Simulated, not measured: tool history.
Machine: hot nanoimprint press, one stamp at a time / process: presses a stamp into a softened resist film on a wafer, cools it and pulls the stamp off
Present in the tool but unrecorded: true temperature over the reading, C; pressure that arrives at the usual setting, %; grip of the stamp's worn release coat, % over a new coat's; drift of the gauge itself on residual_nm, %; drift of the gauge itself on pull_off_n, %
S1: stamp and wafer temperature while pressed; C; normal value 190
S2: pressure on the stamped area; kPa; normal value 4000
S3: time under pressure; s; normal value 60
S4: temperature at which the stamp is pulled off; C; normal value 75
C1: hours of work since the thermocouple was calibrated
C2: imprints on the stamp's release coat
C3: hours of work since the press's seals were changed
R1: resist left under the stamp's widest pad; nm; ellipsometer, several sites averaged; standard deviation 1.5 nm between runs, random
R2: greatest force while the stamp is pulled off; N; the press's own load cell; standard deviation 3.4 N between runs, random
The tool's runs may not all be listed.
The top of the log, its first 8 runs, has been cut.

run	hour	S1	S2	S3	S4	C1	C2	C3	R1	R2
9	58.3	190	4000	94	75	64	404	196	322.5	169
10	69.2	190	4000	94	75	73	440	205	323.3	171
11	75.5	190	2420	94	75	78	461	210	404.1	173
12	82.5	179	4000	60	75	84	484	216	500.5	180
13	92.2	190	4000	60	77	91	517	223	371.7	168
14	101.7	190	4000	60	77	99	549	231	374.3	169
15	107.4	190	4000	81	75	103	568	236	336.9	175
16	116.2	181	4000	81	75	110	597	243	437.7	174
17	126.1	197	4000	60	75	118	630	251	307.2	173
18	131	197	4000	60	75	122	646	254	307.2	178
19	136.5	197	4000	60	75	127	665	259	307.3	176
20	141.4	186	4000	52	62	131	681	263	437.3	211
21	148.8	186	4000	52	62	137	706	269	434.5	214
22	157.8	198	4900	52	64	144	736	276	283.4	214
23	168.4	198	4900	52	64	152	771	284	283.8	203
24	174.6	202	4130	53	61	157	792	289	277	213
25	184	190	2730	60	75	165	823	297	438.5	174
26	192.8	190	2730	60	75	172	853	304	438.4	180
27	203	186	4540	66	75	180	887	312	384	175

What will run 28 give?
28	211	186	4540	66	75	186	914	318	?	?

Run 28 produced R1 384.1 nm, R2 187 N.
Take away the tool's hidden state, keep the run-to-run variation as it was, and the same run would have given R1 384.3 nm, R2 168 N.
